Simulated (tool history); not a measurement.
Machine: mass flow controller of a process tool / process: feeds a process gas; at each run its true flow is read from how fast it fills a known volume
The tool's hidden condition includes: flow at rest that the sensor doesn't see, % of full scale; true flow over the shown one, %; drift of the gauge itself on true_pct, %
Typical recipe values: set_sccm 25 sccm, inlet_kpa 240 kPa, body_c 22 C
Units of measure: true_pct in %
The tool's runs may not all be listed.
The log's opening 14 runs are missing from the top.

run	hour	set_sccm	inlet_kpa	body_c	hours of work since the controller was set to zero	hours of work since the controller was changed	true_pct
15	3727.7	5	240	22	604	6084	98.7
16	4020.5	5	240	22	735	6216	98.86
17	4238.3	5	240	22	833	6314	98.82
18	4600.8	5	240	22	996	6477	99.01
19	4874.7	5	240	22	1120	6600	98.99
20	5198.2	25	240	22	1265	6746	100.04
21	5525.1	25	240	22	1412	6893	100.19
22	5732.7	25	240	22	1506	6986	100.17
23	5913.4	25	240	22	1587	7068	100.25
24	6153.5	7	219	22	1695	7176	99.47

Run 25 has not been measured yet. What should we expect?
25	6473	7	219	22	1839	7320	?

true_pct: 99.53 %
With the hidden condition absent and the run-to-run variation left alone, this run would have shown true_pct 98.17 %.
